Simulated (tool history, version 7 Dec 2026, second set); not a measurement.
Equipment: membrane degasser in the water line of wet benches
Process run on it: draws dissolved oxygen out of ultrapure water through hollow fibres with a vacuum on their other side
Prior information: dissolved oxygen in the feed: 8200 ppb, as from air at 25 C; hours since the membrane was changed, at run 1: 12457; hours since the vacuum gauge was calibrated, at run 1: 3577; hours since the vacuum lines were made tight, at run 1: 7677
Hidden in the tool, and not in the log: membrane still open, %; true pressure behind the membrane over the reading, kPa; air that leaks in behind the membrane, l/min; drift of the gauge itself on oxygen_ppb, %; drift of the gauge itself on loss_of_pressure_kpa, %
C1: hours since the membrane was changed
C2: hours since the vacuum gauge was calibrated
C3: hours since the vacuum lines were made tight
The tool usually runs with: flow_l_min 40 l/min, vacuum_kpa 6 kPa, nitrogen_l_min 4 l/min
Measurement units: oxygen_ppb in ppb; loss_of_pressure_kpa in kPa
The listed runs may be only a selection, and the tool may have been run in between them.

Run 1, hour 0: usual settings; C1 12457; C2 3577; C3 7677. Result: oxygen_ppb 105.2 ppb, loss_of_pressure_kpa 33.24 kPa.
Run 2, hour 324.3: usual settings but flow_l_min 60 l/min; C1 12781; C2 3902; C3 8002. Result: oxygen_ppb 194.4 ppb, loss_of_pressure_kpa 49.72 kPa.
Run 3, hour 537.9: usual settings but flow_l_min 60 l/min; C1 12995; C2 4115; C3 8215. Result: oxygen_ppb 195 ppb, loss_of_pressure_kpa 49.83 kPa.
Run 4, hour 852.8: usual settings but flow_l_min 60 l/min; C1 13310; C2 4430; C3 8530. Result: oxygen_ppb 194.7 ppb, loss_of_pressure_kpa 49.91 kPa.
At hour 923.3: membrane cartridge changed.
Run 5, hour 1035.8: usual settings but flow_l_min 60 l/min; C1 113; C2 4609; C3 8709. Result: oxygen_ppb 169.5 ppb, loss_of_pressure_kpa 46.57 kPa.
Run 6, hour 1177.9: usual settings but flow_l_min 60 l/min; C1 255; C2 4751; C3 8851. Result: oxygen_ppb 168.9 ppb, loss_of_pressure_kpa 46.68 kPa.
At hour 1210.4: seals of the vacuum lines changed.
Run 7, hour 1419.7: usual settings but flow_l_min 60 l/min; C1 494; C2 4991; C3 209. Result: oxygen_ppb 169.8 ppb, loss_of_pressure_kpa 46.7 kPa.
Run 8, hour 1738: usual settings but flow_l_min 60 l/min; C1 813; C2 5310; C3 528. Result: oxygen_ppb 175.1 ppb, loss_of_pressure_kpa 46.66 kPa.
Run 9, hour 2019.6: usual settings but flow_l_min 32 l/min; C1 1094; C2 5591; C3 809. Result: oxygen_ppb 70.5 ppb, loss_of_pressure_kpa 24.94 kPa.
Run 10, hour 2294.3: usual settings but flow_l_min 32 l/min, nitrogen_l_min 4.29 l/min; C1 1369; C2 5866; C3 1084. Result: oxygen_ppb 66.7 ppb, loss_of_pressure_kpa 24.96 kPa.
Run 11, hour 2617: usual settings but vacuum_kpa 7.15 kPa; C1 1692; C2 6189; C3 1407. Result: oxygen_ppb 121.2 ppb, loss_of_pressure_kpa 31.15 kPa.
Run 12, hour 2789.1: usual settings but vacuum_kpa 7.15 kPa; C1 1864; C2 6361; C3 1579. Result: oxygen_ppb 123 ppb, loss_of_pressure_kpa 31.3 kPa.
Run 13, hour 2958.3: usual settings but vacuum_kpa 7.15 kPa; C1 2033; C2 6530; C3 1748. Result: oxygen_ppb 123.9 ppb, loss_of_pressure_kpa 31.18 kPa.
Run 14, hour 3156.1: usual settings but vacuum_kpa 7.15 kPa, nitrogen_l_min 9.15 l/min; C1 2231; C2 6728; C3 1946. Result: oxygen_ppb 71.3 ppb, loss_of_pressure_kpa 31.69 kPa.
Run 15, hour 3301.7: usual settings but vacuum_kpa 7.15 kPa, nitrogen_l_min 1.92 l/min; C1 2376; C2 6873; C3 2091. Result: oxygen_ppb 216 ppb, loss_of_pressure_kpa 31.67 kPa.
Run 16, hour 3451.8: usual settings but vacuum_kpa 7.15 kPa, nitrogen_l_min 1.92 l/min; C1 2527; C2 7023; C3 2241. Result: oxygen_ppb 216.9 ppb, loss_of_pressure_kpa 31.6 kPa.
At hour 3714.9: vacuum gauge calibrated.
Run 17, hour 3736.7: usual settings but vacuum_kpa 7.15 kPa, nitrogen_l_min 1.92 l/min; C1 2811; C2 22; C3 2526. Result: oxygen_ppb 208.7 ppb, loss_of_pressure_kpa 31.48 kPa.
Run 18, hour 3973.7: usual settings but flow_l_min 56 l/min; C1 3048; C2 259; C3 2763. Result: oxygen_ppb 156.9 ppb, loss_of_pressure_kpa 44.37 kPa.
Run 19, hour 4133.8: usual settings but flow_l_min 56 l/min; C1 3208; C2 419; C3 2923. Result: oxygen_ppb 153.9 ppb, loss_of_pressure_kpa 44.29 kPa.
Run 20, hour 4451.4: usual settings but flow_l_min 44 l/min, nitrogen_l_min 3.06 l/min; C1 3526; C2 737; C3 3241. Result: oxygen_ppb 128.7 ppb, loss_of_pressure_kpa 34.91 kPa.
Run 21, hour 4730.5: usual settings but nitrogen_l_min 2.82 l/min; C1 3805; C2 1016; C3 3520. Result: oxygen_ppb 122.3 ppb, loss_of_pressure_kpa 31.9 kPa.
Run 22, hour 5073.2: usual settings but nitrogen_l_min 2.82 l/min; C1 4147; C2 1358; C3 3862. Result: oxygen_ppb 122.3 ppb, loss_of_pressure_kpa 31.74 kPa.
Run 23, hour 5265.1: usual settings but flow_l_min 56 l/min, nitrogen_l_min 2.68 l/min; C1 4339; C2 1550; C3 4054. Result: oxygen_ppb 196.4 ppb, loss_of_pressure_kpa 44.2 kPa.
Run 24, hour 5520.3: usual settings but flow_l_min 31 l/min, vacuum_kpa 8.22 kPa, nitrogen_l_min 8.04 l/min; C1 4595; C2 1805; C3 4309. Result: oxygen_ppb 63.2 ppb, loss_of_pressure_kpa 24.61 kPa.
Run 25, hour 5794.1: usual settings but flow_l_min 24 l/min, vacuum_kpa 8.22 kPa, nitrogen_l_min 1.87 l/min; C1 4868; C2 2079; C3 4583. Result: oxygen_ppb 157.5 ppb, loss_of_pressure_kpa 19.13 kPa.
Run 26, hour 6125.4: usual settings but flow_l_min 43 l/min, nitrogen_l_min 6.06 l/min; C1 5200; C2 2411; C3 4915. Result: oxygen_ppb 84.7 ppb, loss_of_pressure_kpa 34.46 kPa.
Run 27, hour 6436.5: usual settings but flow_l_min 43 l/min, nitrogen_l_min 6.06 l/min; C1 5511; C2 2722; C3 5226. Result: oxygen_ppb 85 ppb, loss_of_pressure_kpa 33.96 kPa.
Run 28, hour 6771.6: usual settings but vacuum_kpa 4.74 kPa, nitrogen_l_min 3.62 l/min; C1 5846; C2 3057; C3 5561. Result: oxygen_ppb 73.1 ppb, loss_of_pressure_kpa 32.16 kPa.
Run 29, hour 6983.9: usual settings but flow_l_min 27 l/min, vacuum_kpa 4.56 kPa, nitrogen_l_min 3.62 l/min; C1 6058; C2 3269; C3 5773. Result: oxygen_ppb 35.6 ppb, loss_of_pressure_kpa 21.74 kPa.
Run 30, hour 7173.6: usual settings but flow_l_min 27 l/min, vacuum_kpa 9.34 kPa, nitrogen_l_min 5.96 l/min; C1 6248; C2 3459; C3 5963. Result: oxygen_ppb 79.5 ppb, loss_of_pressure_kpa 21.61 kPa.
Run 31, hour 7372: usual settings but flow_l_min 37 l/min, vacuum_kpa 5.3 kPa, nitrogen_l_min 2.38 l/min; C1 6446; C2 3657; C3 6161. Result: oxygen_ppb 101.6 ppb, loss_of_pressure_kpa 29.58 kPa.

For some of the steps in oxygen_ppb from one run to the next: how much would appear even if the tool had no hidden state, given the settings, what came in and random variation, and how much remains for the hidden state plus any gauge scatter that the measured result and the result without hidden state don't share?
Run 1 -> 2: flow_l_min 40 -> 60. oxygen_ppb +89.2 ppb: hidden state +15.6, all else +73.6.
Run 4 -> 5: membrane cartridge changed. oxygen_ppb -25.2 ppb: hidden state -26, all else +0.8.
Run 8 -> 9: flow_l_min 60 -> 32. oxygen_ppb -104.6 ppb: hidden state -3.3, all else -101.3.
Run 14 -> 15: nitrogen_l_min 9.15 -> 1.92. oxygen_ppb +144.7 ppb: hidden state +7.6, all else +137.1.
Run 16 -> 17: vacuum gauge calibrated. oxygen_ppb -8.2 ppb: hidden state -9, all else +0.8.
Run 23 -> 24: flow_l_min 56 -> 31, vacuum_kpa 6 -> 8.22, nitrogen_l_min 2.68 -> 8.04. oxygen_ppb -133.2 ppb: hidden state -6.7, all else -126.5.

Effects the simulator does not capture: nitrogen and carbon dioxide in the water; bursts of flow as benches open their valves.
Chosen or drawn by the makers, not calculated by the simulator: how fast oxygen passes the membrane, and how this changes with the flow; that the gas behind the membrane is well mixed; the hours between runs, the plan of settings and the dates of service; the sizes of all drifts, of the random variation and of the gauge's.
